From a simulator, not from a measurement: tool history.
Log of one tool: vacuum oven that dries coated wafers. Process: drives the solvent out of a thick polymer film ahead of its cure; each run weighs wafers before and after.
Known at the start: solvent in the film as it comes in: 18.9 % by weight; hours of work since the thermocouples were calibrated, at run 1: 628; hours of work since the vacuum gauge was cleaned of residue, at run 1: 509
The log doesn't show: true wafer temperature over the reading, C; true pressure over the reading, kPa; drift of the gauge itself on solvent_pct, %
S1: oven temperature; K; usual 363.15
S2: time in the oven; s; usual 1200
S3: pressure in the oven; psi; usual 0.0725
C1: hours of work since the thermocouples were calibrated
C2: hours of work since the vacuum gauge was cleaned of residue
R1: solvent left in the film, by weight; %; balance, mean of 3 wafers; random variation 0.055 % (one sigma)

run 1 day=0 | S1=363.15 S2=1200 S3=0.0725 | C1=628 C2=509 | R1=2.82
run 2 day=1.671 | S1=363.15 S2=1200 S3=0.067 | C1=652 C2=533 | R1=2.91
run 3 day=2.967 | S1=363.15 S2=2160 S3=0.0725 | C1=670 C2=551 | R1=1.08
run 4 day=4.583 | S1=363.15 S2=1200 S3=0.0725 | C1=693 C2=573 | R1=3.07
run 5 day=6.383 | S1=363.15 S2=1200 S3=0.0725 | C1=718 C2=599 | R1=3.04
-- day=6.646 oven's thermocouples calibrated
run 6 day=8.496 | S1=363.15 S2=720 S3=0.0725 | C1=26 C2=627 | R1=5.62
run 7 day=10.025 | S1=363.15 S2=720 S3=0.0725 | C1=47 C2=648 | R1=5.6
run 8 day=11.179 | S1=363.15 S2=720 S3=0.0725 | C1=64 C2=665 | R1=5.76
run 9 day=12.404 | S1=363.15 S2=720 S3=0.0725 | C1=81 C2=682 | R1=5.71
-- day=13.492 oven's thermocouples calibrated, once more
run 10 day=13.933 | S1=363.15 S2=720 S3=0.0725 | C1=6 C2=702 | R1=5.24
run 11 day=15.671 | S1=363.15 S2=720 S3=0.0725 | C1=31 C2=726 | R1=5.15
run 12 day=16.992 | S1=369.15 S2=1200 S3=0.1046 | C1=49 C2=745 | R1=1.45
run 13 day=18.554 | S1=363.15 S2=2040 S3=0.1678 | C1=71 C2=767 | R1=1.57

How the hidden state differs across the entries between the runs, from the last listed run before each to the first after it:
Between runs 5 and 6: oven's thermocouples calibrated (day 6.646)
  true wafer temperature over the reading, C: -0.92 -> -1.23; true pressure over the reading, kPa: 0.184 -> 0.193
  measured less the result without the state, R1: +0.37 -> +0.51 %
Between runs 9 and 10: oven's thermocouples calibrated, once more (day 13.492)
  true wafer temperature over the reading, C: -1.28 -> 0.29; true pressure over the reading, kPa: 0.21 -> 0.217
  measured less the result without the state, R1: +0.55 -> +0.01 %
